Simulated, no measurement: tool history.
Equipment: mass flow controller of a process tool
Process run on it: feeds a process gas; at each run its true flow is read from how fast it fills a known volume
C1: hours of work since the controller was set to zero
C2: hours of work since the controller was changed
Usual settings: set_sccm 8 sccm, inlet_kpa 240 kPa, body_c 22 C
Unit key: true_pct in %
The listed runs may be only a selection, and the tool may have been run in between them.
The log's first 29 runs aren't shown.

{"run": 30, "hour": 3361.4, "set_sccm": 5, "inlet_kpa": 200, "body_c": 24, "C1": 233, "C2": 4522, "true_pct": 95.61}
{"run": 31, "hour": 3501.4, "set_sccm": 6, "inlet_kpa": 178, "body_c": 21, "C1": 332, "C2": 4621, "true_pct": 95.69}
{"run": 32, "hour": 3674.9, "set_sccm": 6, "inlet_kpa": 178, "body_c": 21, "C1": 454, "C2": 4743, "true_pct": 95.69}
{"run": 33, "hour": 3820.1, "set_sccm": 6, "inlet_kpa": 162, "body_c": 25, "C1": 556, "C2": 4845, "true_pct": 96.19}
{"run": 34, "hour": 3963.8, "set_sccm": 3, "inlet_kpa": 249, "body_c": 23, "C1": 658, "C2": 4946, "true_pct": 96.1}
{"run": 35, "hour": 4040.3, "set_sccm": 3, "inlet_kpa": 249, "body_c": 23, "C1": 711, "C2": 5000, "true_pct": 96.3}
{"run": 36, "hour": 4140.3, "set_sccm": 10, "inlet_kpa": 147, "body_c": 40, "C1": 782, "C2": 5071, "true_pct": 97.57}
{"run": 37, "hour": 4296.0, "set_sccm": 3, "inlet_kpa": 240, "body_c": 23, "C1": 892, "C2": 5180, "true_pct": 96.58}
{"run": 38, "hour": 4459.5, "set_sccm": 3, "inlet_kpa": 162, "body_c": 34, "C1": 1007, "C2": 5295, "true_pct": 97.54}
{"run": 39, "hour": 4586.5, "set_sccm": 3, "inlet_kpa": 162, "body_c": 34, "C1": 1096, "C2": 5385, "true_pct": 97.86}
{"run": 40, "hour": 4659.4, "set_sccm": 7, "inlet_kpa": 194, "body_c": 24, "C1": 1147, "C2": 5436, "true_pct": 96.22}
{"run": 41, "hour": 4805.2, "set_sccm": 7, "inlet_kpa": 152, "body_c": 24, "C1": 1250, "C2": 5539, "true_pct": 96.49}
{"run": 42, "hour": 4897.1, "set_sccm": 7, "inlet_kpa": 152, "body_c": 24, "C1": 1315, "C2": 5604, "true_pct": 96.44}
{"run": 43, "hour": 5027.2, "set_sccm": 5, "inlet_kpa": 145, "body_c": 22, "C1": 1406, "C2": 5695, "true_pct": 96.58}
{"run": 44, "hour": 5140.0, "set_sccm": 7, "inlet_kpa": 182, "body_c": 32, "C1": 1486, "C2": 5775, "true_pct": 96.96}
{"run": 45, "hour": 5309.8, "set_sccm": 8, "inlet_kpa": 159, "body_c": 37, "C1": 1605, "C2": 5894, "true_pct": 97.52}
{"run": 46, "hour": 5382.5, "set_sccm": 8, "inlet_kpa": 159, "body_c": 37, "C1": 1657, "C2": 5945, "true_pct": 97.44}
{"run": 47, "hour": 5551.3, "set_sccm": 8, "inlet_kpa": 179, "body_c": 22, "C1": 1776, "C2": 6064, "true_pct": 96.4}
{"run": 48, "hour": 5625.2, "set_sccm": 3, "inlet_kpa": 218, "body_c": 23, "C1": 1828, "C2": 6116, "true_pct": 98.11}
{"run": 49, "hour": 5712.4, "set_sccm": 3, "inlet_kpa": 205, "body_c": 23, "C1": 1889, "C2": 6178, "true_pct": 98.25}

Below are 3 alternative next runs, each starting from the tool's condition after run 49. Predict each:
{"run": "A", "hour": 5810.1, "set_sccm": 5, "inlet_kpa": 196, "body_c": 22, "C1": 1958, "C2": 6246, "true_pct": "?"}
{"run": "B", "hour": 5810.1, "set_sccm": 9, "inlet_kpa": 205, "body_c": 23, "C1": 1958, "C2": 6246, "true_pct": "?"}
{"run": "C", "hour": 5810.1, "set_sccm": 7, "inlet_kpa": 214, "body_c": 23, "C1": 1958, "C2": 6246, "true_pct": "?"}

run=A true_pct=96.73
run=B true_pct=96.36
run=C true_pct=96.36
Without the tool's unlogged condition, the same runs would have read:
run=A true_pct=97.31
run=B true_pct=98.06
run=C true_pct=97.66
